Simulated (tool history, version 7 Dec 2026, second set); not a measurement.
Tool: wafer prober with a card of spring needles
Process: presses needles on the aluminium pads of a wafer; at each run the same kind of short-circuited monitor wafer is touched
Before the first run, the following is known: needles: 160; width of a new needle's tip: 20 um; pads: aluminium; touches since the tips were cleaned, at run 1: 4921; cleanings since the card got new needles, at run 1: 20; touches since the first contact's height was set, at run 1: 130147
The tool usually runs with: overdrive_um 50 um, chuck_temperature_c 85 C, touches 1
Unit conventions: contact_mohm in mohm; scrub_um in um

run	hour	overdrive_um	chuck_temperature_c	touches	touches since the tips were cleaned	cleanings since the card got new needles	touches since the first contact's height was set	contact_mohm	scrub_um
1	0.0	50	85	1	4921	20	130147	170	11.14
# hour 2.1: tips cleaned on abrasive film
# hour 10.3: tips cleaned on abrasive film
# hour 20.5: tips cleaned on abrasive film
# hour 30.7: tips cleaned on abrasive film
2	37.7	50	85	2	4648	24	155121	168	11.21
# hour 39.8: tips cleaned on abrasive film
# hour 48.0: tips cleaned on abrasive film
# hour 58.2: tips cleaned on abrasive film
3	63.7	50	85	1	3695	27	172359	170	11.27
# hour 67.9: tips cleaned on abrasive film
# hour 77.8: tips cleaned on abrasive film
# hour 86.6: tips cleaned on abrasive film
4	86.6	50	85	2	0	30	187486	171	11.12
# hour 96.3: tips cleaned on abrasive film
# hour 106.5: tips cleaned on abrasive film
5	111.7	50	85	2	3517	32	204168	171	11.20
# hour 115.9: tips cleaned on abrasive film
# hour 125.8: tips cleaned on abrasive film
6	129.3	50	85	1	2317	34	215808	169	11.17
# hour 131.6: height of the first contact set anew
# hour 135.8: tips cleaned on abrasive film
# hour 145.9: tips cleaned on abrasive film
# hour 156.2: tips cleaned on abrasive film
7	160.8	50	39	1	3136	37	19372	160	11.29
# hour 164.7: tips cleaned on abrasive film
# hour 174.7: tips cleaned on abrasive film
# hour 184.9: tips cleaned on abrasive film
# hour 195.0: tips cleaned on abrasive film
8	201.2	50	62	1	4127	41	46104	166	11.22
# hour 203.3: tips cleaned on abrasive film
# hour 213.5: tips cleaned on abrasive film
# hour 223.7: tips cleaned on abrasive film
9	230.5	50	62	1	4509	44	65536	165	11.36
# hour 232.6: tips cleaned on abrasive film
# hour 242.8: tips cleaned on abrasive film
# hour 253.0: tips cleaned on abrasive film
# hour 262.9: tips cleaned on abrasive film
10	262.9	50	62	1	0	48	86987	164	11.43
# hour 273.1: tips cleaned on abrasive film
# hour 283.3: tips cleaned on abrasive film
11	291.1	50	85	1	5159	50	105709	172	11.30
# hour 293.0: tips cleaned on abrasive film
# hour 302.9: tips cleaned on abrasive film
# hour 312.8: tips cleaned on abrasive film
# hour 321.0: tips cleaned on abrasive film
12	324.4	50	31	1	2251	54	127785	157	11.43
# hour 330.4: tips cleaned on abrasive film
# hour 338.6: tips cleaned on abrasive film
13	344.9	50	85	2	4208	56	141365	170	11.42
# hour 347.0: tips cleaned on abrasive film
# hour 356.9: tips cleaned on abrasive film
# hour 367.1: tips cleaned on abrasive film
14	368.5	50	85	2	921	59	156957	170	11.34
# hour 376.7: tips cleaned on abrasive film
# hour 386.9: tips cleaned on abrasive film
15	392.5	50	85	2	3726	61	172890	171	11.42
# hour 396.6: tips cleaned on abrasive film
# hour 398.6: gauge calibrated
# hour 404.8: tips cleaned on abrasive film
# hour 414.8: tips cleaned on abrasive film
16	419.4	50	85	2	3112	64	190737	173	11.08
# hour 423.6: tips cleaned on abrasive film
# hour 433.6: tips cleaned on abrasive film
# hour 443.8: tips cleaned on abrasive film
17	448.6	51	55	3	3224	67	210074	160	11.43
# hour 452.7: tips cleaned on abrasive film
# hour 459.1: height of the first contact set anew
# hour 463.2: tips cleaned on abrasive film
# hour 472.7: tips cleaned on abrasive film
18	472.7	33	70	2	0	70	9014	192	7.38
# hour 482.8: tips cleaned on abrasive film
# hour 493.0: tips cleaned on abrasive film
# hour 503.3: tips cleaned on abrasive film
19	509.0	50	124	3	3830	73	33096	178	11.22
# hour 513.1: tips cleaned on abrasive film
# hour 523.2: tips cleaned on abrasive film
# hour 533.4: tips cleaned on abrasive film
20	535.3	50	124	3	1249	76	50494	178	11.24
# hour 543.5: tips cleaned on abrasive film
# hour 553.5: tips cleaned on abrasive film
# hour 563.7: tips cleaned on abrasive film
21	569.0	31	27	3	3538	79	72864	182	7.03
# hour 573.1: tips cleaned on abrasive film
# hour 583.3: tips cleaned on abrasive film
# hour 591.5: tips cleaned on abrasive film
# hour 601.3: tips cleaned on abrasive film
22	605.6	64	85	1	2888	83	97150	157	14.56
# hour 609.8: tips cleaned on abrasive film
# hour 619.9: tips cleaned on abrasive film
# hour 630.1: tips cleaned on abrasive film
# hour 640.3: tips cleaned on abrasive film
23	642.2	64	85	1	1247	87	121360	155	14.52
# hour 650.4: tips cleaned on abrasive film
# hour 660.6: tips cleaned on abrasive film
24	662.7	64	85	1	1397	89	134963	158	14.54
# hour 668.9: tips cleaned on abrasive film
# hour 679.0: tips cleaned on abrasive film
# hour 688.9: tips cleaned on abrasive film
# hour 699.1: tips cleaned on abrasive film
25	702.4	64	85	1	2205	93	161298	159	14.67
# hour 708.6: tips cleaned on abrasive film
# hour 718.7: tips cleaned on abrasive film
# hour 728.9: tips cleaned on abrasive film
26	731.0	64	85	1	1448	96	180266	158	14.50
# hour 737.2: tips cleaned on abrasive film
# hour 747.4: tips cleaned on abrasive film
# hour 756.9: tips cleaned on abrasive film
27	756.9	64	85	1	0	99	197434	160	14.60

Each row is a separate what-if for the run after 27, all from the same tool condition, not one after another. Results?
# hour 767.1: tips cleaned on abrasive film
# hour 776.9: tips cleaned on abrasive film
A	779.4	70	85	1	1647	101	212320	?	?
# hour 767.1: tips cleaned on abrasive film
# hour 776.9: tips cleaned on abrasive film
B	779.4	33	85	1	1647	101	212320	?	?
# hour 767.1: tips cleaned on abrasive film
# hour 776.9: tips cleaned on abrasive film
C	779.4	45	33	2	1647	101	212320	?	?
# hour 767.1: tips cleaned on abrasive film
# hour 776.9: tips cleaned on abrasive film
D	779.4	37	31	1	1647	101	212320	?	?
# hour 767.1: tips cleaned on abrasive film
# hour 776.9: tips cleaned on abrasive film
E	779.4	64	113	1	1647	101	212320	?	?

run	contact_mohm	scrub_um
A	157	15.88
B	196	7.60
C	163	10.40
D	171	8.42
E	165	14.58
With no hidden state in the tool, these same runs would have given:
run	contact_mohm	scrub_um
A	157	15.44
B	196	7.39
C	163	10.12
D	171	8.19
E	165	14.19
